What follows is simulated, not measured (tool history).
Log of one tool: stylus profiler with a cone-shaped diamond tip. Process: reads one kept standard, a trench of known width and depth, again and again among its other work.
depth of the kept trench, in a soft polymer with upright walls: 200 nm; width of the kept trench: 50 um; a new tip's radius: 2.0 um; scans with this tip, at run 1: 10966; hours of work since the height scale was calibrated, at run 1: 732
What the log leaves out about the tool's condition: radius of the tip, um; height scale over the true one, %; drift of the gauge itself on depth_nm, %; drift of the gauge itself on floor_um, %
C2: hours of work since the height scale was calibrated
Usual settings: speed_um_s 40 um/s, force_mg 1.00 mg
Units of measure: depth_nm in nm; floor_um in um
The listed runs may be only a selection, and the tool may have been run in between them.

{"run": 1, "hour": 0.0, "speed_um_s": 40, "force_mg": 1.0, "scans with this tip": 10966, "C2": 732, "depth_nm": 200.99, "floor_um": 47.67}
{"run": 2, "hour": 13.5, "speed_um_s": 16, "force_mg": 1.0, "scans with this tip": 11084, "C2": 740, "depth_nm": 200.95, "floor_um": 47.69}
{"run": 3, "hour": 33.1, "speed_um_s": 16, "force_mg": 1.0, "scans with this tip": 11255, "C2": 751, "depth_nm": 200.94, "floor_um": 47.66}
{"run": 4, "hour": 52.7, "speed_um_s": 48, "force_mg": 1.0, "scans with this tip": 11426, "C2": 763, "depth_nm": 200.99, "floor_um": 47.57}
{"run": 5, "hour": 70.0, "speed_um_s": 40, "force_mg": 1.0, "scans with this tip": 11576, "C2": 773, "depth_nm": 200.99, "floor_um": 47.58}
{"run": 6, "hour": 85.2, "speed_um_s": 40, "force_mg": 1.0, "scans with this tip": 11709, "C2": 782, "depth_nm": 200.88, "floor_um": 47.58}
{"run": 7, "hour": 110.1, "speed_um_s": 40, "force_mg": 1.0, "scans with this tip": 11926, "C2": 796, "depth_nm": 200.9, "floor_um": 47.54}
{"run": 8, "hour": 136.7, "speed_um_s": 40, "force_mg": 1.0, "scans with this tip": 12158, "C2": 812, "depth_nm": 200.96, "floor_um": 47.51}
{"run": 9, "hour": 165.6, "speed_um_s": 157, "force_mg": 0.51, "scans with this tip": 12410, "C2": 829, "depth_nm": 200.36, "floor_um": 46.9}
{"run": 10, "hour": 184.6, "speed_um_s": 151, "force_mg": 1.14, "scans with this tip": 12575, "C2": 840, "depth_nm": 201.1, "floor_um": 47.18}
{"run": 11, "hour": 196.5, "speed_um_s": 151, "force_mg": 1.14, "scans with this tip": 12679, "C2": 846, "depth_nm": 201.04, "floor_um": 47.13}
{"hour": 198.5, "done": "height scale calibrated on a step standard"}
{"run": 12, "hour": 209.6, "speed_um_s": 32, "force_mg": 0.5, "scans with this tip": 12789, "C2": 6, "depth_nm": 200.16, "floor_um": 47.52}
{"run": 13, "hour": 228.0, "speed_um_s": 32, "force_mg": 0.5, "scans with this tip": 12949, "C2": 17, "depth_nm": 200.21, "floor_um": 47.54}
{"run": 14, "hour": 243.0, "speed_um_s": 18, "force_mg": 1.32, "scans with this tip": 13080, "C2": 26, "depth_nm": 201.05, "floor_um": 47.62}
{"run": 15, "hour": 255.5, "speed_um_s": 114, "force_mg": 2.06, "scans with this tip": 13188, "C2": 33, "depth_nm": 201.64, "floor_um": 47.34}

4 ways to go on from here, each from the tool as it stands after run 15. What would each give?
{"run": "A", "hour": 270.7, "speed_um_s": 40, "force_mg": 1.71, "scans with this tip": 13321, "C2": 42, "depth_nm": "?", "floor_um": "?"}
{"run": "B", "hour": 270.7, "speed_um_s": 16, "force_mg": 0.66, "scans with this tip": 13321, "C2": 42, "depth_nm": "?", "floor_um": "?"}
{"run": "C", "hour": 270.7, "speed_um_s": 78, "force_mg": 1.07, "scans with this tip": 13321, "C2": 42, "depth_nm": "?", "floor_um": "?"}
{"run": "D", "hour": 270.7, "speed_um_s": 63, "force_mg": 2.74, "scans with this tip": 13321, "C2": 42, "depth_nm": "?", "floor_um": "?"}

run=A depth_nm=201.41 floor_um=47.51
run=B depth_nm=200.45 floor_um=47.54
run=C depth_nm=200.90 floor_um=47.39
run=D depth_nm=202.22 floor_um=47.49
The same runs, with their run-to-run variation unchanged, on a tool lacking any hidden condition would have given:
run=A depth_nm=202.09 floor_um=48.12
run=B depth_nm=201.13 floor_um=48.15
run=C depth_nm=201.58 floor_um=48.00
run=D depth_nm=202.90 floor_um=48.10
